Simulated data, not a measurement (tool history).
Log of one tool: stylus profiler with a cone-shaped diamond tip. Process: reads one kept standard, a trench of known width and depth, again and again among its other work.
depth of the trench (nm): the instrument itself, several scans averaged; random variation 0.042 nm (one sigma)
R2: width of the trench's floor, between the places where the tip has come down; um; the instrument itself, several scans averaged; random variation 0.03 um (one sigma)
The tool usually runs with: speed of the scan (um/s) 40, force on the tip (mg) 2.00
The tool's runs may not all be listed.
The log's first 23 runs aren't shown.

Run 24, hour 1019.6: usual settings but speed of the scan (um/s) 45, force on the tip (mg) 1.47. Result: depth of the trench (nm) 100.44, R2 16.92 um.
Run 25, hour 1054.2: usual settings but speed of the scan (um/s) 113, force on the tip (mg) 1.66. Result: depth of the trench (nm) 100.50, R2 16.47 um.
Run 26, hour 1107.1: usual settings but speed of the scan (um/s) 113, force on the tip (mg) 1.66. Result: depth of the trench (nm) 100.56, R2 16.57 um.
Run 27, hour 1137.2: usual settings but speed of the scan (um/s) 12, force on the tip (mg) 0.95. Result: depth of the trench (nm) 100.38, R2 17.20 um.
Run 28, hour 1170.5: usual settings but speed of the scan (um/s) 30, force on the tip (mg) 1.28. Result: depth of the trench (nm) 100.44, R2 16.99 um.
Run 29, hour 1222.7: usual settings but speed of the scan (um/s) 141, force on the tip (mg) 3.35. Result: depth of the trench (nm) 100.86, R2 16.54 um.
Run 30, hour 1252.2: usual settings but speed of the scan (um/s) 27, force on the tip (mg) 4.09. Result: depth of the trench (nm) 100.97, R2 17.03 um.
Run 31, hour 1279.1: usual settings but speed of the scan (um/s) 123, force on the tip (mg) 5.57. Result: depth of the trench (nm) 101.30, R2 16.78 um.
Run 32, hour 1332.0: usual settings but speed of the scan (um/s) 123, force on the tip (mg) 5.57. Result: depth of the trench (nm) 101.20, R2 16.73 um.
Run 33, hour 1363.4: usual settings but speed of the scan (um/s) 85, force on the tip (mg) 3.56. Result: depth of the trench (nm) 100.85, R2 16.79 um.
Run 34, hour 1400.8: usual settings but speed of the scan (um/s) 13, force on the tip (mg) 0.97. Result: depth of the trench (nm) 100.25, R2 17.10 um.
Run 35, hour 1436.8: usual settings but speed of the scan (um/s) 23, force on the tip (mg) 1.32. Result: depth of the trench (nm) 100.32, R2 16.97 um.
Run 36, hour 1486.7: usual settings but speed of the scan (um/s) 35, force on the tip (mg) 3.70. Result: depth of the trench (nm) 100.87, R2 17.00 um.
Run 37, hour 1522.4: usual settings but speed of the scan (um/s) 35, force on the tip (mg) 3.70. Result: depth of the trench (nm) 100.83, R2 16.98 um.
Run 38, hour 1573.6: usual settings but speed of the scan (um/s) 79, force on the tip (mg) 2.36. Result: depth of the trench (nm) 100.54, R2 16.68 um.
Run 39, hour 1606.0: usual settings but speed of the scan (um/s) 32, force on the tip (mg) 1.65. Result: depth of the trench (nm) 100.37, R2 16.95 um.

What does the tool deliver on the next run?
Run 40, hour 1635.7: usual settings but speed of the scan (um/s) 87, force on the tip (mg) 1.83. Result: depth of the trench (nm) ?, R2 ?.

Logged for run 40: depth of the trench (nm) 100.35, R2 16.58 um.
With the hidden condition absent and the run-to-run variation left alone, this run would have shown depth of the trench (nm) 100.54, R2 17.47 um.
